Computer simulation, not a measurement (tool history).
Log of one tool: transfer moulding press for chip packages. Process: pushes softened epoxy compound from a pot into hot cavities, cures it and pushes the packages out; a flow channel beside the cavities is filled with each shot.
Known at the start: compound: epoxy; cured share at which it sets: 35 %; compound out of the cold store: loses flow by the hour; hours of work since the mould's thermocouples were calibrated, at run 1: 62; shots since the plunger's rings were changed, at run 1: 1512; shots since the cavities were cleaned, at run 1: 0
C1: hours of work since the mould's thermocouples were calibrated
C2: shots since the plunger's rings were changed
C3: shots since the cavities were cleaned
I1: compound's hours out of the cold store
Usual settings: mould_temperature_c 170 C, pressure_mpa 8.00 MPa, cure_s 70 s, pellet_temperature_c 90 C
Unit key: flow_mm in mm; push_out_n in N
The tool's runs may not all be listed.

Run 1, hour 0.0: usual settings; C1 62; C2 1512; C3 0; I1 44.4. Result: flow_mm 506 mm, push_out_n 471 N.
Run 2, hour 7.7: usual settings; C1 66; C2 1620; C3 108; I1 32.4. Result: flow_mm 523 mm, push_out_n 465 N.
Run 3, hour 15.0: usual settings but pellet_temperature_c 80 C; C1 70; C2 1723; C3 211; I1 28.5. Result: flow_mm 530 mm, push_out_n 480 N.
Run 4, hour 21.2: usual settings but pellet_temperature_c 80 C; C1 74; C2 1809; C3 297; I1 45.0. Result: flow_mm 503 mm, push_out_n 453 N.
Run 5, hour 26.6: usual settings but pellet_temperature_c 80 C; C1 77; C2 1884; C3 372; I1 26.8. Result: flow_mm 535 mm, push_out_n 493 N.
Run 6, hour 32.0: usual settings but pellet_temperature_c 80 C; C1 80; C2 1961; C3 449; I1 26.4. Result: flow_mm 532 mm, push_out_n 467 N.
Run 7, hour 37.9: usual settings but pellet_temperature_c 80 C; C1 83; C2 2044; C3 532; I1 23.4. Result: flow_mm 538 mm, push_out_n 476 N.
Run 8, hour 42.4: usual settings but mould_temperature_c 164 C, cure_s 76 s, pellet_temperature_c 80 C; C1 85; C2 2106; C3 594; I1 40.0. Result: flow_mm 524 mm, push_out_n 550 N.
Run 9, hour 52.0: usual settings but mould_temperature_c 164 C, cure_s 76 s, pellet_temperature_c 80 C; C1 91; C2 2241; C3 729; I1 32.0. Result: flow_mm 539 mm, push_out_n 577 N.
Run 10, hour 59.3: usual settings but mould_temperature_c 164 C, cure_s 76 s, pellet_temperature_c 80 C; C1 95; C2 2343; C3 831; I1 26.8. Result: flow_mm 546 mm, push_out_n 578 N.
Run 11, hour 69.1: usual settings but mould_temperature_c 164 C, cure_s 76 s, pellet_temperature_c 80 C; C1 100; C2 2480; C3 968; I1 18.9. Result: flow_mm 559 mm, push_out_n 580 N.
At hour 79.7: cavities cleaned with cleaning compound and waxed.
Run 12, hour 81.1: usual settings but mould_temperature_c 169 C, pressure_mpa 8.76 MPa, cure_s 97 s, pellet_temperature_c 91 C; C1 106; C2 2627; C3 19; I1 37.9. Result: flow_mm 539 mm, push_out_n 385 N.
Run 13, hour 88.9: usual settings but pressure_mpa 7.16 MPa; C1 110; C2 2737; C3 129; I1 33.2. Result: flow_mm 494 mm, push_out_n 454 N.

How the hidden state differs across the entries between the runs, from the last listed run before each to the first after it:
Runs 11 to 12: cavities cleaned with cleaning compound and waxed (hour 79.7)
  pressure that reaches the compound, % of what is set: 99.96 -> 99.95; grip of the stained cavities, % over clean ones': 0.8 -> 0.1

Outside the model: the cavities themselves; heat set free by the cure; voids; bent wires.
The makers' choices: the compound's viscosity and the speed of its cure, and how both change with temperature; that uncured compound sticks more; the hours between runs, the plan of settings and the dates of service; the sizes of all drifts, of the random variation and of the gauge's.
